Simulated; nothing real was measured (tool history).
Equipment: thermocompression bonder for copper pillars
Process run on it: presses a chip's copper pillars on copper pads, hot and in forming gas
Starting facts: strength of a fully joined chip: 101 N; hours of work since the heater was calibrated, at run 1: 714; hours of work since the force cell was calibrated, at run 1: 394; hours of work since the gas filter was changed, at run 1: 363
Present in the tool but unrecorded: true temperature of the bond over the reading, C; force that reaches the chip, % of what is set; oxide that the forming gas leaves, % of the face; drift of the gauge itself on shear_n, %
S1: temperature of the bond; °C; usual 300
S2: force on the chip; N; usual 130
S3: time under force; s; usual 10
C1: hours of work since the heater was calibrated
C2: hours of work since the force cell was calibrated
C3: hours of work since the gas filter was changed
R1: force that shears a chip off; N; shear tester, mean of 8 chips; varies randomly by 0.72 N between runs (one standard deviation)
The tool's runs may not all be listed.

{"run": 1, "hour": 0.0, "S1": 300, "S2": 130, "S3": 10, "C1": 714, "C2": 394, "C3": 363, "R1": 48.2}
{"run": 2, "hour": 26.4, "S1": 300, "S2": 130, "S3": 10, "C1": 734, "C2": 414, "C3": 383, "R1": 47.8}
{"run": 3, "hour": 48.1, "S1": 300, "S2": 130, "S3": 10, "C1": 750, "C2": 431, "C3": 400, "R1": 46.8}
{"run": 4, "hour": 66.8, "S1": 300, "S2": 130, "S3": 10, "C1": 765, "C2": 445, "C3": 414, "R1": 48.1}
{"run": 5, "hour": 83.2, "S1": 300, "S2": 130, "S3": 29, "C1": 777, "C2": 457, "C3": 426, "R1": 65.7}
{"hour": 96.1, "done": "forming gas filter changed"}
{"run": 6, "hour": 96.1, "S1": 300, "S2": 130, "S3": 10, "C1": 787, "C2": 467, "C3": 0, "R1": 50.3}
{"run": 7, "hour": 115.2, "S1": 300, "S2": 130, "S3": 10, "C1": 801, "C2": 481, "C3": 15, "R1": 48.4}
{"run": 8, "hour": 139.0, "S1": 292, "S2": 130, "S3": 10, "C1": 820, "C2": 500, "C3": 33, "R1": 44.4}
{"run": 9, "hour": 165.1, "S1": 285, "S2": 130, "S3": 10, "C1": 839, "C2": 520, "C3": 53, "R1": 41.5}
{"run": 10, "hour": 188.4, "S1": 285, "S2": 130, "S3": 10, "C1": 857, "C2": 537, "C3": 71, "R1": 41.4}
{"run": 11, "hour": 209.8, "S1": 285, "S2": 130, "S3": 10, "C1": 874, "C2": 554, "C3": 87, "R1": 40.4}
{"run": 12, "hour": 222.7, "S1": 285, "S2": 130, "S3": 10, "C1": 883, "C2": 564, "C3": 97, "R1": 39.9}
{"run": 13, "hour": 234.4, "S1": 285, "S2": 130, "S3": 10, "C1": 892, "C2": 573, "C3": 106, "R1": 41.0}
{"run": 14, "hour": 248.8, "S1": 300, "S2": 130, "S3": 10, "C1": 903, "C2": 584, "C3": 117, "R1": 47.2}
{"run": 15, "hour": 268.7, "S1": 300, "S2": 130, "S3": 8, "C1": 919, "C2": 599, "C3": 132, "R1": 43.6}
{"run": 16, "hour": 291.0, "S1": 300, "S2": 130, "S3": 8, "C1": 936, "C2": 616, "C3": 149, "R1": 42.5}
{"run": 17, "hour": 314.6, "S1": 300, "S2": 130, "S3": 10, "C1": 954, "C2": 634, "C3": 167, "R1": 48.2}
{"run": 18, "hour": 332.5, "S1": 300, "S2": 130, "S3": 10, "C1": 968, "C2": 648, "C3": 181, "R1": 47.7}
{"hour": 335.9, "done": "force cell calibrated"}
{"run": 19, "hour": 346.6, "S1": 279, "S2": 130, "S3": 10, "C1": 977, "C2": 8, "C3": 190, "R1": 35.3}
{"run": 20, "hour": 372.5, "S1": 300, "S2": 173, "S3": 10, "C1": 997, "C2": 28, "C3": 210, "R1": 55.3}
{"run": 21, "hour": 398.3, "S1": 292, "S2": 172, "S3": 10, "C1": 1017, "C2": 48, "C3": 230, "R1": 49.2}
{"run": 22, "hour": 414.8, "S1": 300, "S2": 105, "S3": 10, "C1": 1029, "C2": 60, "C3": 243, "R1": 41.5}
{"run": 23, "hour": 439.7, "S1": 287, "S2": 103, "S3": 11, "C1": 1048, "C2": 79, "C3": 262, "R1": 36.6}
{"run": 24, "hour": 463.1, "S1": 313, "S2": 91, "S3": 11, "C1": 1066, "C2": 97, "C3": 280, "R1": 46.0}
{"hour": 477.7, "done": "force cell calibrated, once more"}
{"run": 25, "hour": 483.4, "S1": 296, "S2": 98, "S3": 22, "C1": 1081, "C2": 4, "C3": 294, "R1": 52.1}
{"run": 26, "hour": 508.7, "S1": 296, "S2": 98, "S3": 22, "C1": 1100, "C2": 24, "C3": 313, "R1": 50.2}
{"run": 27, "hour": 528.6, "S1": 288, "S2": 164, "S3": 23, "C1": 1115, "C2": 39, "C3": 328, "R1": 59.5}
{"run": 28, "hour": 546.2, "S1": 317, "S2": 81, "S3": 16, "C1": 1129, "C2": 52, "C3": 342, "R1": 52.4}
{"run": 29, "hour": 561.7, "S1": 317, "S2": 81, "S3": 16, "C1": 1141, "C2": 64, "C3": 354, "R1": 51.5}
{"run": 30, "hour": 574.2, "S1": 280, "S2": 173, "S3": 10, "C1": 1150, "C2": 74, "C3": 363, "R1": 42.3}
{"run": 31, "hour": 592.5, "S1": 327, "S2": 117, "S3": 9, "C1": 1164, "C2": 88, "C3": 377, "R1": 55.4}
{"run": 32, "hour": 616.1, "S1": 300, "S2": 95, "S3": 10, "C1": 1182, "C2": 106, "C3": 395, "R1": 38.9}
{"run": 33, "hour": 632.9, "S1": 300, "S2": 95, "S3": 10, "C1": 1195, "C2": 119, "C3": 408, "R1": 39.0}
{"run": 34, "hour": 647.5, "S1": 285, "S2": 186, "S3": 22, "C1": 1206, "C2": 130, "C3": 419, "R1": 61.2}
{"hour": 668.6, "done": "forming gas filter changed"}
{"run": 35, "hour": 672.9, "S1": 285, "S2": 186, "S3": 22, "C1": 1225, "C2": 149, "C3": 3, "R1": 61.8}
{"run": 36, "hour": 694.4, "S1": 313, "S2": 112, "S3": 10, "C1": 1242, "C2": 165, "C3": 20, "R1": 50.1}
{"run": 37, "hour": 719.9, "S1": 303, "S2": 162, "S3": 9, "C1": 1261, "C2": 185, "C3": 39, "R1": 54.0}
{"run": 38, "hour": 744.9, "S1": 304, "S2": 78, "S3": 10, "C1": 1280, "C2": 204, "C3": 58, "R1": 37.6}
{"run": 39, "hour": 767.1, "S1": 282, "S2": 130, "S3": 10, "C1": 1297, "C2": 221, "C3": 75, "R1": 38.1}

Describe how what the log doesn't record of the tool's condition differs between the last listed run preceding each entry between runs and the first listed run following it.
Between runs 5 and 6: forming gas filter changed (hour 96.1)
  oxide that the forming gas leaves, % of the face: 5.05 -> 0.53
  measured minus no-state result, R1: -6.3 -> -3.0 N
Between runs 18 and 19: force cell calibrated (hour 335.9)
  true temperature of the bond over the reading, C: -5.5 -> -5.6; force that reaches the chip, % of what is set: 96.9 -> 96.1; oxide that the forming gas leaves, % of the face: 2.5 -> 2.6
  measured minus no-state result, R1: -4.7 -> -4.5 N
Between runs 24 and 25: force cell calibrated, once more (hour 477.7)
  true temperature of the bond over the reading, C: -6.1 -> -6.2; force that reaches the chip, % of what is set: 95.8 -> 99.5; oxide that the forming gas leaves, % of the face: 3.55 -> 3.7
  measured minus no-state result, R1: -5.6 -> -5.4 N
Between runs 34 and 35: forming gas filter changed (hour 668.6)
  true temperature of the bond over the reading, C: -6.8 -> -6.9; force that reaches the chip, % of what is set: 98.9 -> 98.8; oxide that the forming gas leaves, % of the face: 5.02 -> 0.75
  measured minus no-state result, R1: -7.3 -> -4.5 N

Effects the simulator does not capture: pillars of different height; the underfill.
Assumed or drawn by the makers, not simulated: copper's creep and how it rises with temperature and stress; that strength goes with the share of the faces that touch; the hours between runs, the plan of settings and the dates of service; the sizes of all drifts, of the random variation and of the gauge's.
